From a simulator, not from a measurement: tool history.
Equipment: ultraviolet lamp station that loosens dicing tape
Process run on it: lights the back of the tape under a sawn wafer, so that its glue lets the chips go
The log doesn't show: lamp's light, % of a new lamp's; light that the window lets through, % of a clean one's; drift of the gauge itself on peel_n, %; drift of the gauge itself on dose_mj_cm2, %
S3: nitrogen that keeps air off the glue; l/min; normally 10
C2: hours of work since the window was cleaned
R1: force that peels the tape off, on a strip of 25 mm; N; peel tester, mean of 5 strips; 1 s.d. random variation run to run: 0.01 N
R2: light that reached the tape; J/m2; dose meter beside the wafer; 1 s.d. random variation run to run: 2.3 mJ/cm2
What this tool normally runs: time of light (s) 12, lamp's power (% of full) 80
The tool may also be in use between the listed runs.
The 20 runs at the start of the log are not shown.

Run 21, day 35.742: usual settings; hours of work of the lamp 1117; C2 126. Result: R1 0.424 N, R2 2390 J/m2.
Run 22, day 37.346: usual settings; hours of work of the lamp 1142; C2 151. Result: R1 0.427 N, R2 2410 J/m2.
Run 23, day 39.371: usual settings but S3 3 l/min; hours of work of the lamp 1173; C2 182. Result: R1 0.851 N, R2 2440 J/m2.
Run 24, day 41.608: usual settings but S3 3 l/min; hours of work of the lamp 1208; C2 217. Result: R1 0.84 N, R2 2430 J/m2.
Run 25, day 42.821: usual settings but time of light (s) 7, lamp's power (% of full) 77, S3 6 l/min; hours of work of the lamp 1227; C2 236. Result: R1 1.198 N, R2 1310 J/m2.
Run 26, day 43.842: usual settings but lamp's power (% of full) 69, S3 13 l/min; hours of work of the lamp 1243; C2 251. Result: R1 0.47 N, R2 2090 J/m2.
Run 27, day 45.008: usual settings but lamp's power (% of full) 69, S3 13 l/min; hours of work of the lamp 1261; C2 270. Result: R1 0.468 N, R2 2080 J/m2.
Run 28, day 46.858: usual settings but time of light (s) 11, lamp's power (% of full) 86; hours of work of the lamp 1290; C2 298. Result: R1 0.442 N, R2 2390 J/m2.
Run 29, day 49.075: usual settings but time of light (s) 20, lamp's power (% of full) 90, S3 12 l/min; hours of work of the lamp 1324; C2 333. Result: R1 0.148 N, R2 4500 J/m2.
At day 50.7: lamp changed.
Run 30, day 50.7: usual settings but time of light (s) 10, lamp's power (% of full) 84, S3 9 l/min; hours of work of the lamp 0; C2 357. Result: R1 0.576 N, R2 2110 J/m2.
Run 31, day 52.033: usual settings but time of light (s) 6, lamp's power (% of full) 84, S3 9 l/min; hours of work of the lamp 21; C2 378. Result: R1 1.098 N, R2 1300 J/m2.
Run 32, day 53.117: usual settings but time of light (s) 6, lamp's power (% of full) 84, S3 12 l/min; hours of work of the lamp 38; C2 395. Result: R1 0.973 N, R2 1280 J/m2.
Run 33, day 55.046: usual settings but time of light (s) 11, lamp's power (% of full) 97, S3 4 l/min; hours of work of the lamp 68; C2 425. Result: R1 0.64 N, R2 2680 J/m2.
Run 34, day 56.192: usual settings but time of light (s) 8, lamp's power (% of full) 92, S3 9 l/min; hours of work of the lamp 85; C2 443. Result: R1 0.683 N, R2 1860 J/m2.
Run 35, day 57.938: usual settings but time of light (s) 8, lamp's power (% of full) 92, S3 9 l/min; hours of work of the lamp 112; C2 470. Result: R1 0.696 N, R2 1850 J/m2.
Run 36, day 59.367: usual settings but time of light (s) 8, lamp's power (% of full) 92, S3 9 l/min; hours of work of the lamp 135; C2 492. Result: R1 0.674 N, R2 1880 J/m2.
Run 37, day 61.046: usual settings but time of light (s) 15, lamp's power (% of full) 72, S3 8 l/min; hours of work of the lamp 161; C2 518. Result: R1 0.397 N, R2 2720 J/m2.
Run 38, day 62.604: usual settings but time of light (s) 22, lamp's power (% of full) 70, S3 7 l/min; hours of work of the lamp 185; C2 542. Result: R1 0.24 N, R2 3870 J/m2.
Run 39, day 63.958: usual settings but time of light (s) 20, lamp's power (% of full) 76, S3 7 l/min; hours of work of the lamp 206; C2 563. Result: R1 0.239 N, R2 3820 J/m2.
At day 64.562: window cleaned of glue's vapour.
Run 40, day 65.217: usual settings but lamp's power (% of full) 71, S3 5 l/min; hours of work of the lamp 225; C2 10. Result: R1 0.741 N, R2 2190 J/m2.
Run 41, day 67.438: usual settings but lamp's power (% of full) 71, S3 5 l/min; hours of work of the lamp 260; C2 45. Result: R1 0.746 N, R2 2180 J/m2.
Run 42, day 68.833: usual settings but time of light (s) 16, lamp's power (% of full) 91, S3 5 l/min; hours of work of the lamp 281; C2 66. Result: R1 0.331 N, R2 3670 J/m2.
Run 43, day 71.083: usual settings but time of light (s) 9, lamp's power (% of full) 65, S3 14 l/min; hours of work of the lamp 316; C2 101. Result: R1 0.741 N, R2 1460 J/m2.
Run 44, day 73.429: usual settings but time of light (s) 19, lamp's power (% of full) 71, S3 13 l/min; hours of work of the lamp 353; C2 138. Result: R1 0.208 N, R2 3410 J/m2.

Predict each of these 3 candidate next runs independently; none follows another, all start after run 44:
Run A, day 74.846: usual settings but time of light (s) 14, lamp's power (% of full) 82, S3 15 l/min; hours of work of the lamp 375; C2 160. Result: R1 ?, R2 ?.
Run B, day 74.846: usual settings but time of light (s) 8, lamp's power (% of full) 77; hours of work of the lamp 375; C2 160. Result: R1 ?, R2 ?.
Run C, day 74.846: usual settings but time of light (s) 19, lamp's power (% of full) 76, S3 4 l/min; hours of work of the lamp 375; C2 160. Result: R1 ?, R2 ?.

run     R1    R2
  A  0.262  2840
  B  0.808  1570
  C  0.408  3670
Take away the tool's hidden state, keep each run's random variation, and the runs would have read:
run     R1    R2
  A  0.262  2850
  B  0.807  1570
  C  0.407  3670

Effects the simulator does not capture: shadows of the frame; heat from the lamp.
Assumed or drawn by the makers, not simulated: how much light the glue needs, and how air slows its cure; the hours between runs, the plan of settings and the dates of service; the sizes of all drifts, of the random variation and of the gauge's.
